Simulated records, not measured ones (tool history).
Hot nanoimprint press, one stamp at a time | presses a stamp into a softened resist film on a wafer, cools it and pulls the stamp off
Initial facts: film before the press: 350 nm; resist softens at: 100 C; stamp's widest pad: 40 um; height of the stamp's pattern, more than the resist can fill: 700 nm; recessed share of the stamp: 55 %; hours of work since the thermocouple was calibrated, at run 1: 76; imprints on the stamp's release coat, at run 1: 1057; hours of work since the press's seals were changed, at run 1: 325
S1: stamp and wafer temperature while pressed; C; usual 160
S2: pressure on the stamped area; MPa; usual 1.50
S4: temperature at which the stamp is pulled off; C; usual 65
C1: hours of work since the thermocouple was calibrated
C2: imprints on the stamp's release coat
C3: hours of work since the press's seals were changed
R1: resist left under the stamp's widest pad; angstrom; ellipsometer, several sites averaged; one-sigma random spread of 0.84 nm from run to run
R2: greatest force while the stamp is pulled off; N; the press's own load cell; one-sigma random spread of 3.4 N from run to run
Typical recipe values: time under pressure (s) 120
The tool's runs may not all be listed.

{"run": 1, "hour": 0.0, "S1": 160, "S2": 1.5, "time under pressure (s)": 120, "S4": 65, "C1": 76, "C2": 1057, "C3": 325, "R1": 1919, "R2": 162}
{"run": 2, "hour": 10.5, "S1": 161, "S2": 1.5, "time under pressure (s)": 120, "S4": 65, "C1": 83, "C2": 1100, "C3": 333, "R1": 1816, "R2": 167}
{"run": 3, "hour": 18.0, "S1": 161, "S2": 1.5, "time under pressure (s)": 120, "S4": 65, "C1": 88, "C2": 1129, "C3": 338, "R1": 1820, "R2": 169}
{"run": 4, "hour": 23.5, "S1": 161, "S2": 1.5, "time under pressure (s)": 120, "S4": 65, "C1": 92, "C2": 1152, "C3": 342, "R1": 1820, "R2": 163}
{"run": 5, "hour": 33.5, "S1": 160, "S2": 1.5, "time under pressure (s)": 120, "S4": 65, "C1": 99, "C2": 1191, "C3": 349, "R1": 1939, "R2": 159}
{"run": 6, "hour": 38.7, "S1": 160, "S2": 1.5, "time under pressure (s)": 120, "S4": 65, "C1": 103, "C2": 1212, "C3": 353, "R1": 1924, "R2": 164}
{"run": 7, "hour": 48.3, "S1": 160, "S2": 1.5, "time under pressure (s)": 120, "S4": 61, "C1": 110, "C2": 1250, "C3": 359, "R1": 1951, "R2": 171}
{"run": 8, "hour": 57.8, "S1": 160, "S2": 2.16, "time under pressure (s)": 120, "S4": 61, "C1": 116, "C2": 1288, "C3": 366, "R1": 1639, "R2": 182}
{"run": 9, "hour": 65.6, "S1": 160, "S2": 2.16, "time under pressure (s)": 120, "S4": 61, "C1": 122, "C2": 1320, "C3": 372, "R1": 1639, "R2": 175}
{"run": 10, "hour": 75.1, "S1": 160, "S2": 2.16, "time under pressure (s)": 120, "S4": 61, "C1": 128, "C2": 1358, "C3": 378, "R1": 1658, "R2": 177}
{"run": 11, "hour": 85.5, "S1": 160, "S2": 2.16, "time under pressure (s)": 120, "S4": 61, "C1": 136, "C2": 1399, "C3": 386, "R1": 1654, "R2": 175}
{"run": 12, "hour": 90.7, "S1": 160, "S2": 2.16, "time under pressure (s)": 120, "S4": 61, "C1": 139, "C2": 1420, "C3": 389, "R1": 1648, "R2": 183}
{"run": 13, "hour": 95.6, "S1": 160, "S2": 2.16, "time under pressure (s)": 120, "S4": 61, "C1": 143, "C2": 1439, "C3": 393, "R1": 1650, "R2": 179}
{"run": 14, "hour": 101.8, "S1": 160, "S2": 1.2, "time under pressure (s)": 120, "S4": 65, "C1": 147, "C2": 1464, "C3": 397, "R1": 2150, "R2": 164}
{"run": 15, "hour": 109.7, "S1": 160, "S2": 1.2, "time under pressure (s)": 120, "S4": 56, "C1": 153, "C2": 1496, "C3": 403, "R1": 2163, "R2": 192}
{"hour": 119.7, "done": "stamp cleaned and given a new release coat"}
{"run": 16, "hour": 122.4, "S1": 160, "S2": 1.2, "time under pressure (s)": 120, "S4": 56, "C1": 157, "C2": 11, "C3": 407, "R1": 2175, "R2": 183}
{"hour": 127.2, "done": "gauge calibrated"}
{"run": 17, "hour": 130.8, "S1": 160, "S2": 1.2, "time under pressure (s)": 120, "S4": 56, "C1": 163, "C2": 44, "C3": 413, "R1": 2115, "R2": 193}
{"run": 18, "hour": 142.1, "S1": 160, "S2": 1.2, "time under pressure (s)": 120, "S4": 56, "C1": 171, "C2": 89, "C3": 421, "R1": 2116, "R2": 193}
{"run": 19, "hour": 148.9, "S1": 160, "S2": 1.19, "time under pressure (s)": 75, "S4": 50, "C1": 176, "C2": 117, "C3": 426, "R1": 2414, "R2": 205}
{"run": 20, "hour": 158.6, "S1": 160, "S2": 2.3, "time under pressure (s)": 75, "S4": 50, "C1": 183, "C2": 155, "C3": 433, "R1": 1859, "R2": 206}
{"run": 21, "hour": 164.9, "S1": 160, "S2": 2.3, "time under pressure (s)": 75, "S4": 50, "C1": 187, "C2": 180, "C3": 437, "R1": 1856, "R2": 205}
{"run": 22, "hour": 170.7, "S1": 160, "S2": 2.3, "time under pressure (s)": 75, "S4": 52, "C1": 191, "C2": 203, "C3": 441, "R1": 1879, "R2": 190}
{"run": 23, "hour": 181.8, "S1": 160, "S2": 2.04, "time under pressure (s)": 156, "S4": 61, "C1": 199, "C2": 248, "C3": 449, "R1": 1523, "R2": 178}
{"run": 24, "hour": 189.7, "S1": 160, "S2": 2.04, "time under pressure (s)": 156, "S4": 61, "C1": 205, "C2": 279, "C3": 455, "R1": 1551, "R2": 171}
{"run": 25, "hour": 201.0, "S1": 160, "S2": 1.57, "time under pressure (s)": 116, "S4": 61, "C1": 213, "C2": 325, "C3": 463, "R1": 1942, "R2": 174}
{"run": 26, "hour": 206.3, "S1": 160, "S2": 1.57, "time under pressure (s)": 75, "S4": 61, "C1": 216, "C2": 346, "C3": 466, "R1": 2222, "R2": 174}
{"run": 27, "hour": 213.0, "S1": 160, "S2": 1.57, "time under pressure (s)": 75, "S4": 61, "C1": 221, "C2": 372, "C3": 471, "R1": 2208, "R2": 176}
{"run": 28, "hour": 222.7, "S1": 149, "S2": 1.63, "time under pressure (s)": 224, "S4": 59, "C1": 228, "C2": 411, "C3": 478, "R1": 2790, "R2": 184}
{"run": 29, "hour": 229.1, "S1": 154, "S2": 1.63, "time under pressure (s)": 224, "S4": 59, "C1": 233, "C2": 437, "C3": 482, "R1": 2179, "R2": 185}

Hidden state at the last listed run before each entry between runs and at the first one after, where it differs:
After run 15, before run 16: stamp cleaned and given a new release coat (hour 119.7)
  grip of the stamp's worn release coat, % over a new coat's: 1.3 -> 0; drift of the gauge itself on residual_nm, %: 2.5 -> 2.65
  measured value less the no-hidden-state value, R1: +54 -> +57 angstrom
After run 16, before run 17: gauge calibrated (hour 127.2)
  drift of the gauge itself on residual_nm, %: 2.65 -> 0.08
  measured value less the no-hidden-state value, R1: +57 -> +3 angstrom
